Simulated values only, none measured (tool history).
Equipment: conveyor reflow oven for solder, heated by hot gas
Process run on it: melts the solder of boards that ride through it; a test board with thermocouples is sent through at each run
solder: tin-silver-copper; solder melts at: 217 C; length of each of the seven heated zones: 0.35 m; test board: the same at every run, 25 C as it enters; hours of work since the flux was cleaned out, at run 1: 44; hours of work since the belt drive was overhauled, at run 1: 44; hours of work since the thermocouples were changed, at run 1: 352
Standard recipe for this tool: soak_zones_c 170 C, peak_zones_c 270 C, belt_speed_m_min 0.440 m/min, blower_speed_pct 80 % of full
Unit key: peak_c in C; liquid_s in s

| run | hour | soak_zones_c | peak_zones_c | belt_speed_m_min | blower_speed_pct | hours of work since the flux was cleaned out | hours of work since the belt drive was overhauled | hours of work since the thermocouples were changed | peak_c | liquid_s |
|---|---|---|---|---|---|---|---|---|---|---|
| 1 | 0.0 | 170 | 270 | 0.440 | 80 | 44 | 44 | 352 | 250.3 | 66.2 |
| 2 | 17.0 | 170 | 270 | 0.440 | 80 | 56 | 56 | 364 | 249.8 | 68.5 |
| 3 | 48.9 | 162 | 270 | 0.440 | 80 | 79 | 79 | 387 | 249.4 | 62.4 |
| 4 | 90.9 | 162 | 270 | 0.440 | 80 | 109 | 109 | 417 | 249.7 | 62.5 |
| 5 | 124.6 | 181 | 270 | 0.440 | 80 | 133 | 133 | 441 | 252.8 | 74.4 |
| 6 | 154.9 | 181 | 270 | 0.440 | 80 | 155 | 155 | 463 | 252.9 | 74.5 |
| 7 | 195.4 | 181 | 258 | 0.440 | 80 | 184 | 184 | 492 | 243.2 | 64.6 |
| 8 | 235.0 | 170 | 265 | 0.440 | 80 | 212 | 212 | 520 | 245.9 | 62.3 |
| 9 | 264.9 | 170 | 270 | 0.440 | 80 | 233 | 233 | 541 | 250.7 | 65.2 |
| 10 | 304.5 | 160 | 270 | 0.440 | 80 | 262 | 262 | 570 | 248.6 | 62.1 |
| 11 | 341.1 | 170 | 271 | 0.440 | 80 | 288 | 288 | 596 | 251.4 | 68.1 |
| 12 | 358.3 | 170 | 271 | 0.440 | 80 | 300 | 300 | 608 | 251.2 | 68.2 |
| 13 | 382.0 | 170 | 270 | 0.440 | 80 | 317 | 317 | 625 | 250.0 | 67.1 |
| 14 | 410.6 | 170 | 270 | 0.453 | 80 | 337 | 337 | 645 | 249.9 | 63.9 |
| 15 | 434.6 | 170 | 284 | 0.453 | 80 | 354 | 354 | 662 | 261.7 | 72.2 |
| 16 | 456.8 | 170 | 284 | 0.453 | 80 | 370 | 370 | 678 | 261.2 | 73.5 |
| 17 | 491.6 | 170 | 284 | 0.453 | 80 | 395 | 395 | 703 | 261.1 | 74.1 |
|  | 509.9 | flux residue cleaned out of gas plates and filters |
| 18 | 518.9 | 157 | 279 | 0.374 | 79 | 6 | 411 | 719 | 262.5 | 85.6 |
| 19 | 541.0 | 155 | 268 | 0.440 | 80 | 22 | 427 | 735 | 247.3 | 56.0 |
| 20 | 576.4 | 170 | 274 | 0.440 | 80 | 48 | 452 | 760 | 254.5 | 70.6 |
| 21 | 617.5 | 170 | 274 | 0.384 | 80 | 77 | 482 | 790 | 259.4 | 87.1 |
| 22 | 647.9 | 170 | 274 | 0.384 | 80 | 99 | 503 | 811 | 258.3 | 85.8 |
| 23 | 669.9 | 159 | 270 | 0.393 | 80 | 114 | 519 | 827 | 252.3 | 73.7 |
| 24 | 690.3 | 170 | 282 | 0.440 | 64 | 129 | 534 | 841 | 256.6 | 69.7 |
|  | 720.3 | thermocouples of zones 6 and 7 changed |
| 25 | 727.4 | 161 | 273 | 0.377 | 64 | 154 | 559 | 5 | 251.8 | 76.7 |
| 26 | 767.1 | 161 | 273 | 0.377 | 64 | 182 | 587 | 33 | 251.9 | 77.3 |
| 27 | 808.0 | 162 | 262 | 0.377 | 64 | 211 | 616 | 63 | 243.7 | 65.7 |
| 28 | 833.6 | 175 | 264 | 0.440 | 80 | 230 | 634 | 81 | 246.9 | 65.4 |
| 29 | 854.3 | 163 | 270 | 0.443 | 50 | 244 | 649 | 96 | 237.6 | 43.3 |
| 30 | 885.1 | 159 | 285 | 0.507 | 60 | 266 | 671 | 118 | 246.6 | 47.8 |

Predict each of these 5 candidate next runs independently; none follows another, all start after run 30:
| A | 911.7 | 170 | 265 | 0.440 | 62 | 285 | 690 | 137 | ? | ? |
| B | 911.7 | 170 | 259 | 0.440 | 75 | 285 | 690 | 137 | ? | ? |
| C | 911.7 | 159 | 281 | 0.526 | 70 | 285 | 690 | 137 | ? | ? |
| D | 911.7 | 163 | 270 | 0.404 | 55 | 285 | 690 | 137 | ? | ? |
| E | 911.7 | 170 | 270 | 0.373 | 80 | 285 | 690 | 137 | ? | ? |

| run | peak_c | liquid_s |
|---|---|---|
| A | 240.4 | 54.3 |
| B | 240.8 | 54.5 |
| C | 245.9 | 45.5 |
| D | 243.1 | 60.2 |
| E | 255.8 | 86.5 |
Had the tool no hidden state, the same runs would have come out as:
| run | peak_c | liquid_s |
|---|---|---|
| A | 240.5 | 54.4 |
| B | 240.9 | 54.5 |
| C | 246.0 | 45.5 |
| D | 243.1 | 60.2 |
| E | 255.8 | 86.5 |
